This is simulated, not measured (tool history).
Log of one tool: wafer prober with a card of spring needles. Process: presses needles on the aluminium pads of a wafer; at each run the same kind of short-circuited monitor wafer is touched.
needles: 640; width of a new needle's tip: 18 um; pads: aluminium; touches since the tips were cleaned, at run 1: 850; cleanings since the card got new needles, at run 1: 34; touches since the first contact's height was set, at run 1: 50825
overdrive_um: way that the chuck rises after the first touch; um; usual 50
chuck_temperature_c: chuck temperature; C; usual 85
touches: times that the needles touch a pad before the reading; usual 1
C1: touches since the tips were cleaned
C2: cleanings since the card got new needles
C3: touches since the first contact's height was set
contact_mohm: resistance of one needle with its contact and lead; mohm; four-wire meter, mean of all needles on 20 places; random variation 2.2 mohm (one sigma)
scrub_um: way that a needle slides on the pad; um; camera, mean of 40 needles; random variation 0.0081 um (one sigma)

Run 1, hour 0.0: usual settings; C1 850; C2 34; C3 50825. Result: contact_mohm 247 mohm, scrub_um 13.312 um.
Run 2, hour 16.7: usual settings; C1 3932; C2 34; C3 53907. Result: contact_mohm 247 mohm, scrub_um 13.323 um.
At hour 21.6: tips cleaned on abrasive film.
Run 3, hour 38.4: usual settings but touches 3; C1 3104; C2 35; C3 57903. Result: contact_mohm 242 mohm, scrub_um 13.310 um.
At hour 47.3: tips cleaned on abrasive film.
At hour 54.3: height of the first contact set anew.
Run 4, hour 63.0: usual settings but touches 3; C1 2856; C2 36; C3 1606. Result: contact_mohm 243 mohm, scrub_um 13.312 um.
At hour 73.4: tips cleaned on abrasive film.
Run 5, hour 75.1: usual settings; C1 322; C2 37; C3 3826. Result: contact_mohm 245 mohm, scrub_um 13.318 um.
Run 6, hour 90.6: usual settings; C1 3175; C2 37; C3 6679. Result: contact_mohm 243 mohm, scrub_um 13.318 um.
At hour 99.2: tips cleaned on abrasive film.
Run 7, hour 110.8: usual settings; C1 2148; C2 38; C3 10400. Result: contact_mohm 245 mohm, scrub_um 13.310 um.
At hour 125.1: tips cleaned on abrasive film.
Run 8, hour 125.1: usual settings but overdrive_um 55 um; C1 0; C2 39; C3 13011. Result: contact_mohm 243 mohm, scrub_um 14.645 um.
Run 9, hour 144.8: usual settings but overdrive_um 55 um; C1 3645; C2 39; C3 16656. Result: contact_mohm 247 mohm, scrub_um 14.645 um.
At hour 152.3: tips cleaned on abrasive film.
Run 10, hour 167.3: usual settings but overdrive_um 55 um; C1 2770; C2 40; C3 20795. Result: contact_mohm 248 mohm, scrub_um 14.654 um.
At hour 178.6: tips cleaned on abrasive film.
Run 11, hour 184.7: usual settings but chuck_temperature_c 37 C; C1 1137; C2 41; C3 23986. Result: contact_mohm 233 mohm, scrub_um 13.315 um.
Run 12, hour 201.6: usual settings but chuck_temperature_c 37 C; C1 4249; C2 41; C3 27098. Result: contact_mohm 236 mohm, scrub_um 13.331 um.
At hour 204.5: tips cleaned on abrasive film.
Run 13, hour 213.3: usual settings but chuck_temperature_c 26 C; C1 1625; C2 42; C3 29242. Result: contact_mohm 227 mohm, scrub_um 13.304 um.
At hour 230.2: tips cleaned on abrasive film.
Run 14, hour 230.2: usual settings but chuck_temperature_c 26 C; C1 0; C2 43; C3 32347. Result: contact_mohm 229 mohm, scrub_um 13.317 um.
Run 15, hour 249.4: usual settings but chuck_temperature_c 26 C; C1 3555; C2 43; C3 35902. Result: contact_mohm 228 mohm, scrub_um 13.318 um.
At hour 256.6: tips cleaned on abrasive film.
Run 16, hour 262.2: usual settings but overdrive_um 31 um, touches 3; C1 1033; C2 44; C3 38241. Result: contact_mohm 259 mohm, scrub_um 8.249 um.
Run 17, hour 273.4: usual settings but chuck_temperature_c 109 C, touches 2; C1 3094; C2 44; C3 40302. Result: contact_mohm 254 mohm, scrub_um 13.307 um.
At hour 282.7: tips cleaned on abrasive film.
Run 18, hour 291.7: usual settings but overdrive_um 37 um, chuck_temperature_c 32 C, touches 2; C1 1660; C2 45; C3 43674. Result: contact_mohm 239 mohm, scrub_um 9.840 um.
At hour 308.6: tips cleaned on abrasive film.
Run 19, hour 315.1: usual settings but touches 2; C1 1213; C2 46; C3 47980. Result: contact_mohm 247 mohm, scrub_um 13.310 um.
At hour 334.2: tips cleaned on abrasive film.
Run 20, hour 339.7: usual settings but touches 2; C1 1015; C2 47; C3 52500. Result: contact_mohm 245 mohm, scrub_um 13.300 um.
Run 21, hour 358.9: usual settings but touches 2; C1 4567; C2 47; C3 56052. Result: contact_mohm 246 mohm, scrub_um 13.318 um.
At hour 360.6: tips cleaned on abrasive film.
Run 22, hour 377.6: usual settings but touches 2; C1 3137; C2 48; C3 59472. Result: contact_mohm 243 mohm, scrub_um 13.321 um.
At hour 383.4: height of the first contact set anew.
At hour 386.7: tips cleaned on abrasive film.
Run 23, hour 398.8: usual settings but chuck_temperature_c 50 C, touches 2; C1 2240; C2 49; C3 2829. Result: contact_mohm 237 mohm, scrub_um 13.318 um.
At hour 412.2: tips cleaned on abrasive film.
Run 24, hour 412.2: usual settings but overdrive_um 55 um, chuck_temperature_c 40 C, touches 2; C1 0; C2 50; C3 5296. Result: contact_mohm 235 mohm, scrub_um 14.640 um.
Run 25, hour 434.7: usual settings but overdrive_um 44 um, chuck_temperature_c 51 C; C1 4140; C2 50; C3 9436. Result: contact_mohm 237 mohm, scrub_um 11.716 um.
At hour 438.1: tips cleaned on abrasive film.
Run 26, hour 447.8: usual settings but chuck_temperature_c 84 C; C1 1803; C2 51; C3 11847. Result: contact_mohm 244 mohm, scrub_um 13.314 um.
At hour 464.7: tips cleaned on abrasive film.
Run 27, hour 468.0: usual settings but overdrive_um 59 um, chuck_temperature_c 74 C; C1 607; C2 52; C3 15556. Result: contact_mohm 239 mohm, scrub_um 15.703 um.
Run 28, hour 489.7: usual settings but overdrive_um 59 um, chuck_temperature_c 74 C; C1 4623; C2 52; C3 19572. Result: contact_mohm 240 mohm, scrub_um 15.698 um.

Hidden state at the last listed run before each entry between runs and at the first one after, where it differs:
Between runs 2 and 3: tips cleaned on abrasive film (hour 21.6)
  debris on the tips, nm: 0.8 -> 0.6
Between runs 3 and 4: tips cleaned on abrasive film (hour 47.3); height of the first contact set anew (hour 54.3)
  no hidden state differs between the two runs
Between runs 4 and 5: tips cleaned on abrasive film (hour 73.4)
  debris on the tips, nm: 0.6 -> 0.2
Between runs 6 and 7: tips cleaned on abrasive film (hour 99.2)
  debris on the tips, nm: 0.7 -> 0.5
Between runs 7 and 8: tips cleaned on abrasive film (hour 125.1)
  debris on the tips, nm: 0.5 -> 0.1
Between runs 9 and 10: tips cleaned on abrasive film (hour 152.3)
  debris on the tips, nm: 0.7 -> 0.6
Between runs 10 and 11: tips cleaned on abrasive film (hour 178.6)
  debris on the tips, nm: 0.6 -> 0.3
Between runs 12 and 13: tips cleaned on abrasive film (hour 204.5)
  debris on the tips, nm: 0.8 -> 0.4
Between runs 13 and 14: tips cleaned on abrasive film (hour 230.2)
  debris on the tips, nm: 0.4 -> 0.1
Between runs 15 and 16: tips cleaned on abrasive film (hour 256.6)
  debris on the tips, nm: 0.7 -> 0.3
Between runs 17 and 18: tips cleaned on abrasive film (hour 282.7)
  debris on the tips, nm: 0.6 -> 0.4
Between runs 18 and 19: tips cleaned on abrasive film (hour 308.6)
  debris on the tips, nm: 0.4 -> 0.3
Between runs 19 and 20: tips cleaned on abrasive film (hour 334.2)
  no hidden state differs between the two runs
Between runs 21 and 22: tips cleaned on abrasive film (hour 360.6)
  debris on the tips, nm: 0.9 -> 0.7
Between runs 22 and 23: height of the first contact set anew (hour 383.4); tips cleaned on abrasive film (hour 386.7)
  debris on the tips, nm: 0.7 -> 0.5
Between runs 23 and 24: tips cleaned on abrasive film (hour 412.2)
  debris on the tips, nm: 0.5 -> 0.1
Between runs 25 and 26: tips cleaned on abrasive film (hour 438.1)
  debris on the tips, nm: 0.8 -> 0.4; tips' diameter, um: 18 -> 18.01
Between runs 26 and 27: tips cleaned on abrasive film (hour 464.7)
  debris on the tips, nm: 0.4 -> 0.2
